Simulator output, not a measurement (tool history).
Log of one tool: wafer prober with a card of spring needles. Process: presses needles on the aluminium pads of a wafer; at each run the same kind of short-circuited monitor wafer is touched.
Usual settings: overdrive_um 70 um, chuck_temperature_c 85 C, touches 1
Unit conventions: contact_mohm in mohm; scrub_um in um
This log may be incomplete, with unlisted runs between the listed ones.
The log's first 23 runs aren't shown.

At hour 225.2: height of the first contact set anew.
Run 24, hour 231.8: usual settings but overdrive_um 52 um, touches 2. Result: contact_mohm 198 mohm, scrub_um 12.419 um.
At hour 232.7: tips cleaned on abrasive film.
Run 25, hour 243.8: usual settings but overdrive_um 62 um, chuck_temperature_c 41 C. Result: contact_mohm 182 mohm, scrub_um 14.808 um.
At hour 252.7: tips cleaned on abrasive film.
Run 26, hour 253.1: usual settings but overdrive_um 74 um, chuck_temperature_c 33 C. Result: contact_mohm 180 mohm, scrub_um 17.668 um.
Run 27, hour 261.4: usual settings but overdrive_um 76 um, chuck_temperature_c 67 C. Result: contact_mohm 182 mohm, scrub_um 18.129 um.
At hour 272.9: tips cleaned on abrasive film.
Run 28, hour 272.9: usual settings but overdrive_um 84 um, chuck_temperature_c 67 C, touches 2. Result: contact_mohm 179 mohm, scrub_um 20.039 um.
Run 29, hour 280.8: usual settings but overdrive_um 84 um, chuck_temperature_c 67 C. Result: contact_mohm 183 mohm, scrub_um 20.030 um.
At hour 292.8: tips cleaned on abrasive film.
Run 30, hour 294.2: usual settings but overdrive_um 82 um, chuck_temperature_c 75 C, touches 3. Result: contact_mohm 183 mohm, scrub_um 19.531 um.
Run 31, hour 301.8: usual settings but chuck_temperature_c 51 C, touches 3. Result: contact_mohm 183 mohm, scrub_um 16.686 um.
At hour 312.9: tips cleaned on abrasive film.
Run 32, hour 312.9: usual settings but overdrive_um 69 um, chuck_temperature_c 49 C, touches 2. Result: contact_mohm 179 mohm, scrub_um 16.425 um.
Run 33, hour 324.6: usual settings but overdrive_um 80 um, chuck_temperature_c 44 C. Result: contact_mohm 180 mohm, scrub_um 19.047 um.
Run 34, hour 330.8: usual settings but overdrive_um 66 um, chuck_temperature_c 72 C. Result: contact_mohm 188 mohm, scrub_um 15.730 um.

Here are 4 independent what-if runs from the current tool condition. What would each one return?
At hour 333.3: tips cleaned on abrasive film.
Run A, hour 337.6: usual settings but chuck_temperature_c 68 C. Result: contact_mohm ?, scrub_um ?.
At hour 333.3: tips cleaned on abrasive film.
Run B, hour 337.6: usual settings but overdrive_um 66 um, chuck_temperature_c 54 C. Result: contact_mohm ?, scrub_um ?.
At hour 333.3: tips cleaned on abrasive film.
Run C, hour 337.6: usual settings but overdrive_um 66 um, chuck_temperature_c 48 C. Result: contact_mohm ?, scrub_um ?.
At hour 333.3: tips cleaned on abrasive film.
Run D, hour 337.6: usual settings but overdrive_um 66 um, touches 3. Result: contact_mohm ?, scrub_um ?.

run  contact_mohm  scrub_um
  A           186    16.669
  B           183    15.706
  C           180    15.696
  D           191    15.708
Without the tool's unlogged condition, the same runs would have read:
run  contact_mohm  scrub_um
  A           186    16.860
  B           183    15.886
  C           180    15.876
  D           191    15.888

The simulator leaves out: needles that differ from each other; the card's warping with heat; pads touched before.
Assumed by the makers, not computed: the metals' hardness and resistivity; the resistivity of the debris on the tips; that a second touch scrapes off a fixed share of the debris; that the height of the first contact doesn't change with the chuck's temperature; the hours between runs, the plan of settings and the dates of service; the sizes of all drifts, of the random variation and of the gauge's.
